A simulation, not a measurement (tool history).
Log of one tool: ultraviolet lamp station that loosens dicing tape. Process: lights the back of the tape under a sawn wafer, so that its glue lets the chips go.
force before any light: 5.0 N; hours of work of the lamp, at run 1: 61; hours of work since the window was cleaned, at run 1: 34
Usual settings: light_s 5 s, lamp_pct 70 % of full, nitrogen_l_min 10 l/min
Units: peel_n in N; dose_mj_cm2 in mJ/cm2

run	hour	light_s	lamp_pct	nitrogen_l_min	hours of work of the lamp	hours of work since the window was cleaned	peel_n	dose_mj_cm2
1	0	5	70	10	61	34	0.302	427
2	21.3	5	70	11	72	44	0.27	421
3	32.9	5	80	10	77	50	0.217	479
4	51.8	5	70	19	86	59	0.209	422
5	70.8	5	70	19	95	68	0.206	421
6	97.5	5	70	10	108	81	0.317	414
7	121.6	5	70	10	120	92	0.309	417
8	141.1	5	70	10	129	102	0.325	410
9	166.3	5	70	10	141	114	0.312	404
10	177.4	5	70	10	146	119	0.312	405
11	196.9	8	73	6	156	128	0.136	674

Forecast run 12:
12	218.1	8	92	15	166	139	?	?

peel_n: 0.066 N
dose_mj_cm2: 847 mJ/cm2
Without the tool's hidden state the same run would have given peel_n 0.064 N, dose_mj_cm2 926 mJ/cm2.
